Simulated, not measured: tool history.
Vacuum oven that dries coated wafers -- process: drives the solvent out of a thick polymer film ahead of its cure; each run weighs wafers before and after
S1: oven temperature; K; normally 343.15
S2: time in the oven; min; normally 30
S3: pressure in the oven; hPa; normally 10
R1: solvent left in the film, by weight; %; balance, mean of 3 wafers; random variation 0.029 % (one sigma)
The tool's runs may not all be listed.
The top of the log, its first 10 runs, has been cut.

Run 11, hour 160.9: usual settings but S2 31 min, S3 33.8 hPa. Result: R1 2.46 %.
Run 12, hour 183.2: usual settings. Result: R1 1.61 %.
Run 13, hour 196: usual settings. Result: R1 1.62 %.
Run 14, hour 213.7: usual settings. Result: R1 1.6 %.
Run 15, hour 235.9: usual settings but S3 12.5 hPa. Result: R1 1.75 %.
Run 16, hour 254.5: usual settings but S3 15.6 hPa. Result: R1 1.81 %.
Run 17, hour 274.6: usual settings but S1 354.15 K, S2 21 min, S3 10.1 hPa. Result: R1 0.7 %.
Run 18, hour 284: usual settings but S1 338.15 K, S3 9.5 hPa. Result: R1 2.87 %.

Run 19, settings as shown, results not yet in. Your forecast:
Run 19, hour 303: usual settings but S2 16 min. Result: R1 ?.

{"run 19": {"R1": 3.87}}
Had the tool carried no hidden state, the very same run would have given R1 3.55 %.
